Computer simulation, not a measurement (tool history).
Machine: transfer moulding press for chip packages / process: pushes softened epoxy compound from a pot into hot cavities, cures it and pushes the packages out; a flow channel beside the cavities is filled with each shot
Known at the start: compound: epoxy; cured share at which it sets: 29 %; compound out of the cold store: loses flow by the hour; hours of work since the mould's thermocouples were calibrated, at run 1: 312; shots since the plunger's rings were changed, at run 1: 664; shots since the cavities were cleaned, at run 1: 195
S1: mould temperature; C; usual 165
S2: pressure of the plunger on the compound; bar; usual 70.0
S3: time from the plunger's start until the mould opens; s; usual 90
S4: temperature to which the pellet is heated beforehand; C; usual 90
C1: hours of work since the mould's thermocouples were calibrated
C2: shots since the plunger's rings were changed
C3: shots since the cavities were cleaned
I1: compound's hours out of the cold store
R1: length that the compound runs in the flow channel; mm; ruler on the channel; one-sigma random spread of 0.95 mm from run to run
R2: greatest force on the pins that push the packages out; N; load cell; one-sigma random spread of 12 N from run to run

run,day,S1,S2,S3,S4,C1,C2,C3,I1,R1,R2
1,0.000,165,70.0,90,90,312,664,195,22.3,825.0,827
2,0.512,165,70.0,90,90,318,777,308,34.5,761.1,899
3,1.008,165,70.0,90,90,324,887,418,17.6,846.5,1011
4,1.408,165,70.0,90,90,329,976,507,20.9,827.7,1033
5,1.871,165,70.0,90,90,335,1079,610,38.5,743.1,973
# day 2.017: cavities cleaned with cleaning compound and waxed
6,2.346,165,70.0,90,90,340,1170,73,11.6,875.6,728
7,2.958,165,70.0,111,90,347,1307,210,32.7,767.6,631
8,3.362,165,70.0,90,90,352,1396,299,44.5,714.2,888
9,3.717,165,70.0,90,90,356,1474,377,19.8,829.6,981
10,4.200,170,70.0,90,90,362,1582,485,29.0,767.9,814
# day 4.896: cavities cleaned with cleaning compound and waxed
11,4.971,170,70.0,90,90,371,1739,17,18.0,821.3,490
12,5.354,165,70.0,90,90,376,1823,101,12.9,863.9,756
13,6.025,165,70.0,90,90,384,1973,251,8.5,887.4,922
14,6.379,165,70.0,90,90,388,2051,329,28.2,784.3,900
15,6.762,165,70.0,90,90,393,2136,414,27.7,787.1,954
16,7.171,165,61.6,86,90,398,2227,505,38.1,692.1,1083
# day 7.804: cavities cleaned with cleaning compound and waxed
17,7.896,165,81.8,86,81,406,2374,21,22.3,881.3,704
18,8.258,165,70.0,93,84,410,2455,102,10.1,879.8,704
19,8.742,165,70.0,93,84,416,2562,209,24.0,802.9,790
# day 9.246: plunger's sealing rings changed
20,9.504,165,70.0,93,84,424,57,354,40.2,742.8,848
21,10.029,166,70.0,79,90,431,174,471,42.7,726.6,1150
22,10.446,168,84.6,94,87,436,267,564,35.4,830.5,834

Expected results for the next run?
# day 10.825: cavities cleaned with cleaning compound and waxed
23,11.096,168,84.6,94,87,443,396,60,40.2,?,?

{"run 23": {"R1": 803.7, "R2": 569}}
If the tool had no hidden condition, the same run with the same run-to-run variation would have returned R1 808.4 mm, R2 491 N.

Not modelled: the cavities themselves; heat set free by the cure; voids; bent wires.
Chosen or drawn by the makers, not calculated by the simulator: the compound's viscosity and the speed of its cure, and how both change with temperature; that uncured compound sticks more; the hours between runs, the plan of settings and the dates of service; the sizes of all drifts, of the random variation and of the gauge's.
